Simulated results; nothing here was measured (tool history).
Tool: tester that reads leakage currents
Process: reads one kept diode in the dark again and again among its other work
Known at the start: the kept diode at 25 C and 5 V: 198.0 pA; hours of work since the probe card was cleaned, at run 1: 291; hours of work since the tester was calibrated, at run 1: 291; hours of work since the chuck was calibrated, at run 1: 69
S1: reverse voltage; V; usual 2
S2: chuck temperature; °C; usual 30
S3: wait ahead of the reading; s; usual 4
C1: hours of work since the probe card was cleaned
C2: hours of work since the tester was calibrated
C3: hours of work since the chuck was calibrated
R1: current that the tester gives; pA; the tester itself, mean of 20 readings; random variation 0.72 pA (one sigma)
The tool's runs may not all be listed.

run	hour	S1	S2	S3	C1	C2	C3	R1
1	0	2	30	4	291	291	69	238.51
2	127.7	2	30	4	382	382	160	237.89
3	294.7	2	22	4	502	502	280	111.09
4	457.3	2	30	0.69	618	618	396	239.22
5	571.4	2	30	4	700	700	478	239.53
6	773.6	2	37	4	844	844	623	451.93
7	963.1	2	37	4	980	980	758	448.2
8	1189.4	2	37	4	1142	1142	920	451.41
# hour 1304.9: chuck's temperature calibrated
9	1311.9	2	37	4	1228	1228	5	452
10	1542.9	2	21	4	1394	1394	170	100.71
11	1740.7	2	30	0.33	1535	1535	312	239.31
12	1975.5	2	38	0.33	1703	1703	480	493.24
13	2198.7	2	24	0.33	1863	1863	640	135.5
14	2345.4	2	27	4	1968	1968	745	179.24
15	2559.4	2	27	4	2121	2121	898	178.95
# hour 2709.8: chuck's temperature calibrated
16	2769.8	2	27	4	2270	2270	43	179.09
17	2866.8	2	27	4	2340	2340	112	179.85
18	3024.4	2	27	4	2453	2453	225	179.86
19	3247.6	2	30	4	2612	2612	385	238.75
20	3377.6	2	30	4	2705	2705	478	238.06
21	3528.9	4.07	23	0.41	2814	2814	586	154.17
22	3671.9	2	30	0.68	2916	2916	689	239.59
23	3840.5	2	30	0.68	3037	3037	809	237.8
24	4046	2	30	0.68	3184	3184	956	238.64
# hour 4112.2: chuck's temperature calibrated
25	4159.1	1.37	53	3.06	3263	3263	34	1546.96
26	4288.3	1.37	53	3.06	3356	3356	126	1558.84
27	4397.2	2	56	1.55	3434	3434	204	2240.1
28	4494.5	2	30	0.85	3503	3503	274	239.39
# hour 4525.3: probe card cleaned and baked
29	4708.3	2	30	0.85	131	3654	425	239.32
30	4859.5	2	30	3.77	239	3763	533	237.6
31	4996	1.62	23	2.98	337	3860	630	114.58
32	5183.7	2	36	4	471	3995	765	411.58
33	5329	2	36	4	575	4099	869	410.79
34	5446.7	14.79	28	1.29	660	4183	953	371.14
# hour 5512.2: chuck's temperature calibrated
35	5553.3	2	47	0.58	734	4258	29	1075.1
36	5783.1	2.02	21	2.99	899	4422	194	100.84
37	5922.3	2.02	45	0.56	999	4522	294	908.73
38	6141.3	4.81	21	1.55	1155	4679	450	133.16
39	6347.3	1.22	30	4	1303	4826	598	204.47

Hidden state or all else? Some run-to-run changes of R1, split into what the settings, what came in and random variation would give without the hidden state, and what is left for the hidden state (with any gauge scatter that isn't in both results):
The hidden state here: stray current of the dirty probe card, pA a volt; current scale over the true one, %; true chuck temperature over the reading, C; drift of the gauge itself on leakage_pa, %.
Run 8 -> 9: chuck's temperature calibrated. R1 +0.59 pA: hidden state +0.77, all else -0.18.
Run 24 -> 25: S1 2 -> 1.37, S2 30 -> 53, S3 0.68 -> 3.06, chuck's temperature calibrated. R1 +1308.32 pA: hidden state +0.19, all else +1308.13.
Run 27 -> 28: S2 56 -> 30, S3 1.55 -> 0.85. R1 -2000.71 pA: hidden state +0.91, all else -2001.62.
Run 35 -> 36: S1 2 -> 2.02, S2 47 -> 21, S3 0.58 -> 2.99. R1 -974.26 pA: hidden state +0.24, all else -974.5.
Run 36 -> 37: S2 21 -> 45, S3 2.99 -> 0.56. R1 +807.89 pA: hidden state -0.63, all else +808.52.
